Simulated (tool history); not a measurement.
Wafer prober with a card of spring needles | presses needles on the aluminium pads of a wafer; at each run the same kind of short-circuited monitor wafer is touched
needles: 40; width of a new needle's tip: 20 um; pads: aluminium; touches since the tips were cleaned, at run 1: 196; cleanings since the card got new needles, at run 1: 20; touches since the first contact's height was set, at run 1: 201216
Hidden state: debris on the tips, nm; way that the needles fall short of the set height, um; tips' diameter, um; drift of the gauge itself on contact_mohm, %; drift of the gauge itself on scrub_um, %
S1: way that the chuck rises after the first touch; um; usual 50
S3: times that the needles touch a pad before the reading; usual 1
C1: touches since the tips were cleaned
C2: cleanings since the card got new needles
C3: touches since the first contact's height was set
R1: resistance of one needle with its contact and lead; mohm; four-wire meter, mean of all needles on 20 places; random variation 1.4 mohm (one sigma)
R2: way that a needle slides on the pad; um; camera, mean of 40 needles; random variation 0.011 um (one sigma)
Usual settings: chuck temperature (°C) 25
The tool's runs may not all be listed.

run 1 day=0 | S1=50 chuck_temperature_(°C)=25 S3=1 | C1=196 C2=20 C3=201216 | R1=126 R2=9.96
run 2 day=0.408 | S1=50 chuck_temperature_(°C)=25 S3=1 | C1=4594 C2=20 C3=205614 | R1=126 R2=9.94
run 3 day=0.725 | S1=50 chuck_temperature_(°C)=25 S3=1 | C1=7994 C2=20 C3=209014 | R1=128 R2=9.96
-- day=0.804 tips cleaned on abrasive film
run 4 day=1.188 | S1=50 chuck_temperature_(°C)=25 S3=1 | C1=4121 C2=21 C3=213938 | R1=127 R2=9.95
run 5 day=1.521 | S1=50 chuck_temperature_(°C)=38 S3=1 | C1=7687 C2=21 C3=217504 | R1=129 R2=9.95
-- day=1.625 tips cleaned on abrasive film
run 6 day=1.925 | S1=50 chuck_temperature_(°C)=38 S3=1 | C1=3228 C2=22 C3=221807 | R1=130 R2=9.93
-- day=2.012 height of the first contact set anew
run 7 day=2.317 | S1=40 chuck_temperature_(°C)=38 S3=1 | C1=7314 C2=22 C3=3238 | R1=138 R2=7.94
-- day=2.454 tips cleaned on abrasive film
run 8 day=2.579 | S1=66 chuck_temperature_(°C)=25 S3=1 | C1=1375 C2=23 C3=6039 | R1=119 R2=13.14
run 9 day=2.867 | S1=66 chuck_temperature_(°C)=25 S3=1 | C1=4455 C2=23 C3=9119 | R1=119 R2=13.13
run 10 day=3.138 | S1=66 chuck_temperature_(°C)=25 S3=1 | C1=7375 C2=23 C3=12039 | R1=119 R2=13.16
-- day=3.262 tips cleaned on abrasive film
run 11 day=3.588 | S1=50 chuck_temperature_(°C)=25 S3=1 | C1=3459 C2=24 C3=16804 | R1=129 R2=9.95

Forecast run 12:
run 12 day=4.058 | S1=48 chuck_temperature_(°C)=29 S3=2 | C1=8528 C2=24 C3=21873 | R1=? R2=?

{"run 12": {"R1": 128, "R2": 9.54}}
Without the tool's hidden state the same run would have given R1 128 mohm, R2 9.54 um.
